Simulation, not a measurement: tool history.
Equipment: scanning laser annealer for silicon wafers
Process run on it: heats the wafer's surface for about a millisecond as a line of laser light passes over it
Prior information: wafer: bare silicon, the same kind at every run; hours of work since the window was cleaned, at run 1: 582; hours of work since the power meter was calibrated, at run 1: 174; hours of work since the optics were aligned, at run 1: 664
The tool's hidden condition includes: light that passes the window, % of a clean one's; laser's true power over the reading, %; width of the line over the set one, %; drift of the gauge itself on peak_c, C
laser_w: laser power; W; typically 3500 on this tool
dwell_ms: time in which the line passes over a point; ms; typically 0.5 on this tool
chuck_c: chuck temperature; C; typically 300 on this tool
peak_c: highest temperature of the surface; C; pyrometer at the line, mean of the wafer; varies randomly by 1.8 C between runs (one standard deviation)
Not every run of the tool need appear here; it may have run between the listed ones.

run,hour,laser_w,dwell_ms,chuck_c,hours of work since the window was cleaned,hours of work since the power meter was calibrated,hours of work since the optics were aligned,peak_c
1,0,3500,0.5,300,582,174,664,991
2,12.9,3500,0.5,300,590,182,671,991
3,19.8,3189,0.5,300,594,186,675,925
4,25.2,3189,0.5,322,597,189,678,944
5,30.5,3669,0.5,300,600,192,681,1028
# hour 34.1: laser's power meter calibrated
6,39,3669,0.531,300,603,3,685,1053
7,48.2,3669,0.531,284,608,8,690,1033
8,57.7,3372,0.531,284,614,14,695,969
9,64.5,3494,0.531,260,618,18,699,973
# hour 75.3: laser's power meter calibrated, once more
10,76.4,3494,0.531,260,623,1,705,973
11,87.9,3359,0.59,300,630,7,711,1027

Below are 5 alternative next runs, each starting from the tool's condition after run 11. Predict each:
A,96.1,3203,0.59,276,634,12,716,?
B,96.1,3824,0.5,338,634,12,716,?
C,96.1,3299,0.566,300,634,12,716,?
D,96.1,3252,0.533,277,634,12,716,?
E,96.1,3500,0.411,265,634,12,716,?

run,peak_c
A,965
B,1100
C,996
D,940
E,885
With the hidden condition removed and each run's random variation left untouched, the same runs would have given:
run,peak_c
A,989
B,1127
C,1020
D,963
E,907
